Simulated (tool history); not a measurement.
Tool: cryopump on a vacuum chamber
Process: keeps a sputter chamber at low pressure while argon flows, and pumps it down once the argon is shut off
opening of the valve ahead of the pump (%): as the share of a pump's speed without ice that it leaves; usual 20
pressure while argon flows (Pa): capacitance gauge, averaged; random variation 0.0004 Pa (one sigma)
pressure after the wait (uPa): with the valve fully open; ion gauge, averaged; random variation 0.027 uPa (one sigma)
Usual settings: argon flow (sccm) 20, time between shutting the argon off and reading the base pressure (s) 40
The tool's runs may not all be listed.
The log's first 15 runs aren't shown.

| run | hour | argon flow (sccm) | time between shutting the argon off and reading the base pressure (s) | opening of the valve ahead of the pump (%) | hours of work since the pump was warmed up and emptied | hours of work since the cold head was overhauled | hours of work since the chamber's fittings were tightened | pressure while argon flows (Pa) | pressure after the wait (uPa) |
|---|---|---|---|---|---|---|---|---|---|
| 16 | 545.1 | 20 | 140 | 16 | 428 | 984 | 1708 | 0.0928 | 0.67 |
| 17 | 573.7 | 20 | 140 | 16 | 440 | 996 | 1720 | 0.0926 | 0.69 |
| 18 | 617.2 | 22 | 64 | 47 | 459 | 1015 | 1739 | 0.0371 | 1.02 |
| 19 | 667.5 | 22 | 31 | 47 | 480 | 1036 | 1761 | 0.0369 | 1.77 |
| 20 | 694.3 | 20 | 31 | 47 | 492 | 1048 | 1772 | 0.0344 | 1.73 |
| 21 | 728.0 | 25 | 40 | 36 | 507 | 1063 | 1787 | 0.0540 | 1.48 |
| 22 | 765.3 | 25 | 40 | 36 | 523 | 1079 | 1803 | 0.0548 | 1.40 |
|  | 800.1 | pump warmed up, emptied and cooled again |
| 23 | 807.1 | 27 | 24 | 36 | 3 | 1095 | 1819 | 0.0544 | 2.14 |
| 24 | 862.6 | 9 | 35 | 20 | 27 | 1118 | 1843 | 0.0326 | 1.55 |
| 25 | 891.7 | 20 | 120 | 35 | 40 | 1131 | 1855 | 0.0421 | 0.65 |
| 26 | 943.6 | 20 | 40 | 15 | 62 | 1153 | 1878 | 0.0958 | 1.37 |
| 27 | 988.2 | 20 | 40 | 15 | 81 | 1173 | 1897 | 0.0963 | 1.35 |
| 28 | 1026.1 | 20 | 40 | 15 | 98 | 1189 | 1913 | 0.0974 | 1.41 |
| 29 | 1053.7 | 29 | 210 | 55 | 109 | 1201 | 1925 | 0.0388 | 0.55 |
| 30 | 1087.5 | 23 | 152 | 48 | 124 | 1216 | 1940 | 0.0356 | 0.61 |

Forecast each of these 5 alternatives for the next run:
| A | 1116.6 | 20 | 105 | 20 | 137 | 1228 | 1953 | ? | ? |
| B | 1116.6 | 10 | 152 | 16 | 137 | 1228 | 1953 | ? | ? |
| C | 1116.6 | 10 | 50 | 38 | 137 | 1228 | 1953 | ? | ? |
| D | 1116.6 | 13 | 40 | 20 | 137 | 1228 | 1953 | ? | ? |
| E | 1116.6 | 11 | 120 | 26 | 137 | 1228 | 1953 | ? | ? |

| run | pressure while argon flows (Pa) | pressure after the wait (uPa) |
|---|---|---|
| A | 0.0728 | 0.77 |
| B | 0.0460 | 0.60 |
| C | 0.0196 | 1.16 |
| D | 0.0477 | 1.46 |
| E | 0.0315 | 0.66 |
Without the tool's hidden state the same runs would have given:
| run | pressure while argon flows (Pa) | pressure after the wait (uPa) |
|---|---|---|
| A | 0.0719 | 0.56 |
| B | 0.0455 | 0.39 |
| C | 0.0192 | 0.96 |
| D | 0.0471 | 1.25 |
| E | 0.0310 | 0.46 |

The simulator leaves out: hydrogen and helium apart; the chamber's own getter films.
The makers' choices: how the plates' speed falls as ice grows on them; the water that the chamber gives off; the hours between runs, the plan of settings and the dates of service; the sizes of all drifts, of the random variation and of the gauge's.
